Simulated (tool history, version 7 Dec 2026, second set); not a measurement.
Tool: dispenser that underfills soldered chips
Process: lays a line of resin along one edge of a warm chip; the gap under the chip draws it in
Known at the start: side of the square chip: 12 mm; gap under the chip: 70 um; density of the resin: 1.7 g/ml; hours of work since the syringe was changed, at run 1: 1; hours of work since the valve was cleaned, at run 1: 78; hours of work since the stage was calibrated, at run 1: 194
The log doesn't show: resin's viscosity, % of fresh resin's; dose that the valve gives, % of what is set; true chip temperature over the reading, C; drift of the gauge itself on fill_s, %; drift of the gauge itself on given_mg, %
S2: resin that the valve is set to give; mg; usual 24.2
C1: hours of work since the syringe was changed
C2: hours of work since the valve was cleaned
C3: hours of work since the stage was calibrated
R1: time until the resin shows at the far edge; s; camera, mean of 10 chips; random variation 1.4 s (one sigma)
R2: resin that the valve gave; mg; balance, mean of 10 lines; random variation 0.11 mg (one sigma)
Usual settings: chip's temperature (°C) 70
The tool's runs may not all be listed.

{"run": 1, "hour": 0.0, "chip's temperature (°C)": 70, "S2": 24.2, "C1": 1, "C2": 78, "C3": 194, "R1": 168.6, "R2": 23.57}
{"run": 2, "hour": 9.5, "chip's temperature (°C)": 70, "S2": 24.2, "C1": 8, "C2": 84, "C3": 200, "R1": 287.3, "R2": 23.18}
{"hour": 12.5, "done": "new syringe of resin"}
{"run": 3, "hour": 15.6, "chip's temperature (°C)": 70, "S2": 26.2, "C1": 2, "C2": 87, "C3": 204, "R1": 177.8, "R2": 25.34}
{"run": 4, "hour": 22.5, "chip's temperature (°C)": 70, "S2": 26.2, "C1": 6, "C2": 92, "C3": 208, "R1": 256.8, "R2": 25.25}
{"hour": 27.2, "done": "new syringe of resin"}
{"run": 5, "hour": 28.9, "chip's temperature (°C)": 70, "S2": 24.2, "C1": 1, "C2": 96, "C3": 212, "R1": 164.2, "R2": 23.24}
{"run": 6, "hour": 36.0, "chip's temperature (°C)": 70, "S2": 24.2, "C1": 6, "C2": 100, "C3": 217, "R1": 249.0, "R2": 23.19}
{"hour": 42.3, "done": "new syringe of resin"}
{"run": 7, "hour": 45.0, "chip's temperature (°C)": 70, "S2": 24.2, "C1": 2, "C2": 106, "C3": 222, "R1": 175.9, "R2": 23.28}
{"hour": 51.8, "done": "dispensing valve cleaned and set on the balance"}
{"run": 8, "hour": 52.4, "chip's temperature (°C)": 70, "S2": 24.2, "C1": 6, "C2": 0, "C3": 226, "R1": 248.4, "R2": 24.2}
{"hour": 57.6, "done": "new syringe of resin"}
{"run": 9, "hour": 63.4, "chip's temperature (°C)": 70, "S2": 24.2, "C1": 4, "C2": 7, "C3": 233, "R1": 211.6, "R2": 24.05}
{"hour": 71.9, "done": "new syringe of resin"}
{"run": 10, "hour": 76.0, "chip's temperature (°C)": 70, "S2": 24.2, "C1": 3, "C2": 15, "C3": 241, "R1": 186.5, "R2": 23.95}
{"run": 11, "hour": 83.7, "chip's temperature (°C)": 59, "S2": 24.2, "C1": 8, "C2": 20, "C3": 246, "R1": 435.0, "R2": 24.01}
{"hour": 86.7, "done": "new syringe of resin"}
{"run": 12, "hour": 91.1, "chip's temperature (°C)": 64, "S2": 21.7, "C1": 3, "C2": 25, "C3": 251, "R1": 254.2, "R2": 21.55}
{"hour": 101.0, "done": "new syringe of resin"}
{"run": 13, "hour": 101.9, "chip's temperature (°C)": 80, "S2": 29.0, "C1": 1, "C2": 32, "C3": 258, "R1": 106.3, "R2": 28.59}
{"run": 14, "hour": 114.2, "chip's temperature (°C)": 80, "S2": 29.0, "C1": 8, "C2": 39, "C3": 266, "R1": 210.0, "R2": 28.66}
{"hour": 115.3, "done": "new syringe of resin"}
{"run": 15, "hour": 125.2, "chip's temperature (°C)": 58, "S2": 31.2, "C1": 6, "C2": 46, "C3": 272, "R1": 413.4, "R2": 30.64}
{"hour": 130.3, "done": "new syringe of resin"}
{"run": 16, "hour": 137.3, "chip's temperature (°C)": 58, "S2": 31.2, "C1": 5, "C2": 54, "C3": 280, "R1": 347.8, "R2": 30.7}
{"hour": 144.7, "done": "new syringe of resin"}
{"run": 17, "hour": 145.5, "chip's temperature (°C)": 82, "S2": 26.3, "C1": 1, "C2": 59, "C3": 285, "R1": 102.6, "R2": 25.78}
{"run": 18, "hour": 156.6, "chip's temperature (°C)": 63, "S2": 23.3, "C1": 8, "C2": 66, "C3": 292, "R1": 386.9, "R2": 22.79}
{"hour": 159.1, "done": "new syringe of resin"}
{"run": 19, "hour": 168.4, "chip's temperature (°C)": 57, "S2": 23.6, "C1": 6, "C2": 74, "C3": 300, "R1": 420.4, "R2": 23.03}
{"hour": 174.0, "done": "new syringe of resin"}
{"run": 20, "hour": 178.9, "chip's temperature (°C)": 57, "S2": 23.6, "C1": 3, "C2": 80, "C3": 306, "R1": 340.6, "R2": 23.01}
{"run": 21, "hour": 186.4, "chip's temperature (°C)": 57, "S2": 23.6, "C1": 8, "C2": 85, "C3": 311, "R1": 512.1, "R2": 22.85}
{"hour": 188.3, "done": "new syringe of resin"}
{"run": 22, "hour": 194.7, "chip's temperature (°C)": 63, "S2": 24.4, "C1": 4, "C2": 90, "C3": 316, "R1": 288.2, "R2": 23.73}

Forecast each of these 4 alternatives for the next run:
{"hour": 202.7, "done": "new syringe of resin"}
{"run": "A", "hour": 204.6, "chip's temperature (°C)": 77, "S2": 27.9, "C1": 1, "C2": 96, "C3": 322, "R1": "?", "R2": "?"}
{"hour": 202.7, "done": "new syringe of resin"}
{"run": "B", "hour": 204.6, "chip's temperature (°C)": 68, "S2": 22.6, "C1": 1, "C2": 96, "C3": 322, "R1": "?", "R2": "?"}
{"hour": 202.7, "done": "new syringe of resin"}
{"run": "C", "hour": 204.6, "chip's temperature (°C)": 71, "S2": 28.8, "C1": 1, "C2": 96, "C3": 322, "R1": "?", "R2": "?"}
{"hour": 202.7, "done": "new syringe of resin"}
{"run": "D", "hour": 204.6, "chip's temperature (°C)": 64, "S2": 23.5, "C1": 1, "C2": 96, "C3": 322, "R1": "?", "R2": "?"}

run=A R1=133.2 R2=27.08
run=B R1=191.7 R2=21.79
run=C R1=162.0 R2=27.84
run=D R1=222.7 R2=22.55
Without the tool's hidden state the same runs would have given:
run=A R1=107.2 R2=28.06
run=B R1=152.7 R2=22.58
run=C R1=130.0 R2=28.84
run=D R1=177.2 R2=23.36
